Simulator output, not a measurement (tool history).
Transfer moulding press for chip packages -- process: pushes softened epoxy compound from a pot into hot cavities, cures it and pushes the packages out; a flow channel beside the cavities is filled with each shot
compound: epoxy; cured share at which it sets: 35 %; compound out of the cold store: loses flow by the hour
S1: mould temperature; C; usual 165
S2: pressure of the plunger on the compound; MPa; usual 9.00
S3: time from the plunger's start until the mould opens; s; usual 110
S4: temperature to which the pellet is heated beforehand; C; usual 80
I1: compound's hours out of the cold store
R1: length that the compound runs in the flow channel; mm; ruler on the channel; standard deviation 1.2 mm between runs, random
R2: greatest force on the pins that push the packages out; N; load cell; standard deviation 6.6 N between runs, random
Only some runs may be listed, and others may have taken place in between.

{"run": 1, "hour": 0.0, "S1": 165, "S2": 9.0, "S3": 110, "S4": 80, "I1": 12.8, "R1": 742, "R2": 310}
{"run": 2, "hour": 10.9, "S1": 165, "S2": 7.33, "S3": 110, "S4": 80, "I1": 42.7, "R1": 578, "R2": 329}
{"run": 3, "hour": 23.3, "S1": 165, "S2": 7.33, "S3": 110, "S4": 80, "I1": 19.1, "R1": 651, "R2": 346}
{"run": 4, "hour": 50.5, "S1": 165, "S2": 7.33, "S3": 110, "S4": 80, "I1": 36.5, "R1": 595, "R2": 473}
{"run": 5, "hour": 71.8, "S1": 165, "S2": 9.0, "S3": 149, "S4": 80, "I1": 42.1, "R1": 640, "R2": 402}
{"run": 6, "hour": 97.6, "S1": 165, "S2": 9.0, "S3": 149, "S4": 80, "I1": 18.5, "R1": 744, "R2": 234}
{"run": 7, "hour": 116.6, "S1": 165, "S2": 9.0, "S3": 149, "S4": 80, "I1": 35.5, "R1": 684, "R2": 272}
{"run": 8, "hour": 132.8, "S1": 165, "S2": 7.0, "S3": 110, "S4": 80, "I1": 16.4, "R1": 664, "R2": 296}
{"run": 9, "hour": 156.5, "S1": 165, "S2": 7.0, "S3": 120, "S4": 80, "I1": 27.0, "R1": 625, "R2": 317}
{"run": 10, "hour": 175.5, "S1": 165, "S2": 9.0, "S3": 110, "S4": 80, "I1": 14.2, "R1": 756, "R2": 397}
{"run": 11, "hour": 188.4, "S1": 165, "S2": 9.0, "S3": 110, "S4": 80, "I1": 18.9, "R1": 738, "R2": 287}
{"run": 12, "hour": 209.7, "S1": 165, "S2": 9.0, "S3": 110, "S4": 80, "I1": 27.1, "R1": 709, "R2": 354}
{"run": 13, "hour": 229.1, "S1": 165, "S2": 9.0, "S3": 110, "S4": 80, "I1": 27.4, "R1": 705, "R2": 397}
{"run": 14, "hour": 251.1, "S1": 165, "S2": 9.0, "S3": 110, "S4": 80, "I1": 16.3, "R1": 743, "R2": 316}
{"run": 15, "hour": 271.1, "S1": 172, "S2": 7.85, "S3": 123, "S4": 80, "I1": 15.0, "R1": 682, "R2": 316}
{"run": 16, "hour": 286.1, "S1": 172, "S2": 9.78, "S3": 123, "S4": 82, "I1": 38.4, "R1": 679, "R2": 234}
{"run": 17, "hour": 303.1, "S1": 172, "S2": 10.58, "S3": 130, "S4": 86, "I1": 21.2, "R1": 765, "R2": 264}
{"run": 18, "hour": 329.8, "S1": 172, "S2": 10.58, "S3": 130, "S4": 86, "I1": 20.4, "R1": 766, "R2": 310}
{"run": 19, "hour": 354.5, "S1": 165, "S2": 8.28, "S3": 110, "S4": 77, "I1": 46.3, "R1": 612, "R2": 308}
{"run": 20, "hour": 378.0, "S1": 161, "S2": 8.28, "S3": 110, "S4": 79, "I1": 35.9, "R1": 653, "R2": 448}
{"run": 21, "hour": 400.3, "S1": 161, "S2": 8.28, "S3": 110, "S4": 79, "I1": 32.6, "R1": 664, "R2": 379}
{"run": 22, "hour": 411.6, "S1": 171, "S2": 9.0, "S3": 150, "S4": 80, "I1": 46.6, "R1": 623, "R2": 294}
{"run": 23, "hour": 424.9, "S1": 159, "S2": 9.12, "S3": 110, "S4": 80, "I1": 11.3, "R1": 780, "R2": 542}
{"run": 24, "hour": 435.8, "S1": 159, "S2": 9.12, "S3": 110, "S4": 80, "I1": 44.6, "R1": 660, "R2": 549}
{"run": 25, "hour": 457.0, "S1": 159, "S2": 9.12, "S3": 110, "S4": 80, "I1": 38.1, "R1": 680, "R2": 439}
{"run": 26, "hour": 469.6, "S1": 169, "S2": 9.8, "S3": 120, "S4": 80, "I1": 17.4, "R1": 750, "R2": 310}
{"run": 27, "hour": 488.3, "S1": 169, "S2": 9.8, "S3": 120, "S4": 80, "I1": 15.5, "R1": 757, "R2": 335}
{"run": 28, "hour": 512.1, "S1": 165, "S2": 8.38, "S3": 136, "S4": 82, "I1": 42.9, "R1": 620, "R2": 269}

Put back what was entered between runs (11 entries, withheld): which listed runs does each sit between, and how does the hidden state differ from the listed run before to the listed run after?
Logged between run 3 and run 4: cavities cleaned with cleaning compound and waxed (hour 43.1)
  true mould temperature over the reading, C: 0.33 -> 0.34; pressure that reaches the compound, % of what is set: 93.95 -> 93.68; grip of the stained cavities, % over clean ones': 32 -> 75.9
  measured minus no-state result, R1: -22 -> -21 mm; R2: +82 -> +201 N
Logged between run 5 and run 6: plunger's sealing rings changed (hour 92.3); cavities cleaned with cleaning compound and waxed (hour 97.5)
  true mould temperature over the reading, C: 0.36 -> 0.37; pressure that reaches the compound, % of what is set: 93.46 -> 99.75; grip of the stained cavities, % over clean ones': 80.4 -> 1.1
  measured minus no-state result, R1: -23 -> -2 mm; R2: +177 -> +2 N
Logged between run 7 and run 8: cavities cleaned with cleaning compound and waxed, once more (hour 128.5)
  true mould temperature over the reading, C: 0.38 -> 0.39; pressure that reaches the compound, % of what is set: 99.53 -> 99.37; grip of the stained cavities, % over clean ones': 21.1 -> 6.6
  measured minus no-state result, R1: -3 -> -3 mm; R2: +47 -> +13 N
Logged between run 10 and run 11: cavities cleaned with cleaning compound and waxed (hour 180.9)
  pressure that reaches the compound, % of what is set: 98.85 -> 98.72; grip of the stained cavities, % over clean ones': 44.2 -> 8.7
  measured minus no-state result, R1: -6 -> -6 mm; R2: +117 -> +18 N
Logged between run 13 and run 14: cavities cleaned with cleaning compound and waxed (hour 233.0)
  true mould temperature over the reading, C: 0.45 -> 0.46; pressure that reaches the compound, % of what is set: 98.25 -> 98.01; grip of the stained cavities, % over clean ones': 43.8 -> 21.8
  measured minus no-state result, R1: -8 -> -9 mm; R2: +116 -> +52 N
Logged between run 15 and run 16: cavities cleaned with cleaning compound and waxed (hour 284.0)
  true mould temperature over the reading, C: 0.47 -> 0.48; pressure that reaches the compound, % of what is set: 97.78 -> 97.62; grip of the stained cavities, % over clean ones': 39 -> 2.5
  measured minus no-state result, R1: -9 -> -9 mm; R2: +87 -> +6 N
Logged between run 18 and run 19: cavities cleaned with cleaning compound and waxed (hour 335.1)
  true mould temperature over the reading, C: 0.5 -> 0.52; pressure that reaches the compound, % of what is set: 97.15 -> 96.87; grip of the stained cavities, % over clean ones': 41.6 -> 21.8
  measured minus no-state result, R1: -12 -> -11 mm; R2: +91 -> +50 N
Logged between run 20 and run 21: cavities cleaned with cleaning compound and waxed (hour 388.1)
  true mould temperature over the reading, C: 0.53 -> 0.54; pressure that reaches the compound, % of what is set: 96.63 -> 96.4; grip of the stained cavities, % over clean ones': 39.8 -> 13.1
  measured minus no-state result, R1: -13 -> -14 mm; R2: +115 -> +30 N
Logged between run 24 and run 25: cavities cleaned with cleaning compound and waxed (hour 439.7)
  true mould temperature over the reading, C: 0.57 -> 0.58; pressure that reaches the compound, % of what is set: 95.98 -> 95.77; grip of the stained cavities, % over clean ones': 43.2 -> 19.1
  measured minus no-state result, R1: -15 -> -17 mm; R2: +149 -> +54 N
Logged between run 27 and run 28: cavities cleaned with cleaning compound and waxed (hour 492.1)
  true mould temperature over the reading, C: 0.6 -> 0.61; pressure that reaches the compound, % of what is set: 95.4 -> 95.13; grip of the stained cavities, % over clean ones': 44.6 -> 20.3
  measured minus no-state result, R1: -20 -> -18 mm; R2: +100 -> +45 N

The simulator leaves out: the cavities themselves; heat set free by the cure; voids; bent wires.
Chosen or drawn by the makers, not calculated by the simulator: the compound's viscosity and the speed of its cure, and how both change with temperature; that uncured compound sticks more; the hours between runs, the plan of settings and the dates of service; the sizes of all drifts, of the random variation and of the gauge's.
